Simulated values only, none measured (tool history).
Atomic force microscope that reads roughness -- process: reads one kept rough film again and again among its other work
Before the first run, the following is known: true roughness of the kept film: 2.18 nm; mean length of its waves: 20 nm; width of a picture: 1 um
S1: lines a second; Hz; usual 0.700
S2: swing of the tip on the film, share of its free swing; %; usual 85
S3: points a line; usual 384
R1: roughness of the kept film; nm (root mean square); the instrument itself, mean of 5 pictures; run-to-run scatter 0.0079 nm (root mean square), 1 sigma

{"run": 1, "day": 0.0, "S1": 0.7, "S2": 85, "S3": 384, "R1": 1.419}
{"day": 1.712, "done": "new tip fitted"}
{"run": 2, "day": 2.058, "S1": 0.7, "S2": 74, "S3": 384, "R1": 1.729}
{"run": 3, "day": 3.1, "S1": 0.7, "S2": 85, "S3": 705, "R1": 1.563}
{"run": 4, "day": 4.604, "S1": 0.7, "S2": 85, "S3": 705, "R1": 1.442}
{"run": 5, "day": 6.712, "S1": 0.7, "S2": 85, "S3": 384, "R1": 1.268}
{"day": 6.821, "done": "new tip fitted"}
{"run": 6, "day": 7.625, "S1": 0.7, "S2": 85, "S3": 384, "R1": 1.596}
{"run": 7, "day": 9.433, "S1": 0.7, "S2": 85, "S3": 384, "R1": 1.427}
{"run": 8, "day": 11.55, "S1": 0.7, "S2": 85, "S3": 384, "R1": 1.268}
{"day": 11.988, "done": "new tip fitted"}
{"run": 9, "day": 12.7, "S1": 0.7, "S2": 85, "S3": 384, "R1": 1.626}
{"run": 10, "day": 13.575, "S1": 0.7, "S2": 85, "S3": 384, "R1": 1.536}
{"run": 11, "day": 14.792, "S1": 0.7, "S2": 85, "S3": 384, "R1": 1.427}
{"run": 12, "day": 16.692, "S1": 0.7, "S2": 85, "S3": 384, "R1": 1.298}
{"day": 17.083, "done": "new tip fitted"}
{"run": 13, "day": 17.658, "S1": 0.7, "S2": 85, "S3": 384, "R1": 1.631}
{"run": 14, "day": 19.2, "S1": 0.7, "S2": 85, "S3": 384, "R1": 1.503}
{"run": 15, "day": 20.138, "S1": 0.7, "S2": 85, "S3": 384, "R1": 1.421}
{"run": 16, "day": 21.775, "S1": 0.7, "S2": 56, "S3": 384, "R1": 1.379}
{"day": 22.208, "done": "new tip fitted"}
{"run": 17, "day": 23.521, "S1": 0.7, "S2": 56, "S3": 384, "R1": 1.658}
{"run": 18, "day": 25.204, "S1": 0.7, "S2": 56, "S3": 384, "R1": 1.516}
{"run": 19, "day": 26.279, "S1": 0.7, "S2": 56, "S3": 384, "R1": 1.428}
{"day": 27.404, "done": "new tip fitted"}
{"run": 20, "day": 27.558, "S1": 0.7, "S2": 57, "S3": 384, "R1": 1.822}
{"run": 21, "day": 29.412, "S1": 0.7, "S2": 57, "S3": 384, "R1": 1.607}
{"run": 22, "day": 31.367, "S1": 0.7, "S2": 57, "S3": 384, "R1": 1.429}
{"run": 23, "day": 32.258, "S1": 0.7, "S2": 57, "S3": 384, "R1": 1.362}
{"day": 32.633, "done": "new tip fitted"}
{"run": 24, "day": 34.204, "S1": 0.7, "S2": 57, "S3": 384, "R1": 1.651}
{"run": 25, "day": 35.708, "S1": 0.7, "S2": 57, "S3": 384, "R1": 1.508}
{"run": 26, "day": 37.504, "S1": 3.74, "S2": 84, "S3": 455, "R1": 0.949}
{"day": 37.838, "done": "new tip fitted"}
{"run": 27, "day": 39.308, "S1": 1.888, "S2": 61, "S3": 268, "R1": 1.577}
{"run": 28, "day": 40.558, "S1": 0.524, "S2": 84, "S3": 515, "R1": 1.494}
{"run": 29, "day": 42.021, "S1": 0.524, "S2": 84, "S3": 515, "R1": 1.387}
{"day": 43.042, "done": "new tip fitted"}
{"run": 30, "day": 44.029, "S1": 0.7, "S2": 58, "S3": 384, "R1": 1.698}
{"run": 31, "day": 45.858, "S1": 0.7, "S2": 58, "S3": 384, "R1": 1.525}
{"run": 32, "day": 47.708, "S1": 0.7, "S2": 58, "S3": 384, "R1": 1.388}
{"day": 48.246, "done": "new tip fitted"}
{"run": 33, "day": 49.758, "S1": 2.787, "S2": 67, "S3": 260, "R1": 1.458}
{"run": 34, "day": 51.112, "S1": 0.7, "S2": 57, "S3": 629, "R1": 1.551}
{"run": 35, "day": 52.246, "S1": 1.215, "S2": 72, "S3": 384, "R1": 1.363}
{"day": 53.417, "done": "new tip fitted"}
{"run": 36, "day": 53.983, "S1": 2.214, "S2": 75, "S3": 437, "R1": 1.531}
{"run": 37, "day": 55.662, "S1": 1.584, "S2": 78, "S3": 384, "R1": 1.415}
{"run": 38, "day": 56.575, "S1": 2.158, "S2": 56, "S3": 274, "R1": 1.444}
{"run": 39, "day": 57.838, "S1": 2.158, "S2": 56, "S3": 274, "R1": 1.349}
{"day": 58.646, "done": "new tip fitted"}
{"run": 40, "day": 59.158, "S1": 2.158, "S2": 56, "S3": 274, "R1": 1.688}
{"run": 41, "day": 60.221, "S1": 0.924, "S2": 79, "S3": 656, "R1": 1.556}
{"run": 42, "day": 61.704, "S1": 1.242, "S2": 79, "S3": 370, "R1": 1.393}
{"run": 43, "day": 63.058, "S1": 1.242, "S2": 79, "S3": 370, "R1": 1.278}
{"day": 63.879, "done": "new tip fitted"}
{"run": 44, "day": 64.946, "S1": 1.242, "S2": 65, "S3": 302, "R1": 1.659}
{"run": 45, "day": 67.021, "S1": 1.242, "S2": 65, "S3": 302, "R1": 1.442}
{"run": 46, "day": 68.462, "S1": 1.242, "S2": 65, "S3": 302, "R1": 1.338}
{"day": 68.979, "done": "new tip fitted"}
{"run": 47, "day": 70.362, "S1": 1.242, "S2": 65, "S3": 302, "R1": 1.619}
{"run": 48, "day": 72.062, "S1": 0.809, "S2": 80, "S3": 302, "R1": 1.423}
{"run": 49, "day": 73.067, "S1": 0.809, "S2": 80, "S3": 302, "R1": 1.344}

Branching from run 49: 4 alternative next runs. What would each branch give?
{"day": 74.096, "done": "new tip fitted"}
{"run": "A", "day": 75.021, "S1": 0.67, "S2": 86, "S3": 373, "R1": "?"}
{"day": 74.096, "done": "new tip fitted"}
{"run": "B", "day": 75.021, "S1": 3.364, "S2": 70, "S3": 302, "R1": "?"}
{"day": 74.096, "done": "new tip fitted"}
{"run": "C", "day": 75.021, "S1": 1.593, "S2": 55, "S3": 978, "R1": "?"}
{"day": 74.096, "done": "new tip fitted"}
{"run": "D", "day": 75.021, "S1": 0.7, "S2": 61, "S3": 384, "R1": "?"}

run=A R1=1.612
run=B R1=1.449
run=C R1=1.739
run=D R1=1.729
The same runs, with their run-to-run variation unchanged, on a tool lacking any hidden condition would have given:
run=A R1=1.697
run=B R1=1.526
run=C R1=1.830
run=D R1=1.820

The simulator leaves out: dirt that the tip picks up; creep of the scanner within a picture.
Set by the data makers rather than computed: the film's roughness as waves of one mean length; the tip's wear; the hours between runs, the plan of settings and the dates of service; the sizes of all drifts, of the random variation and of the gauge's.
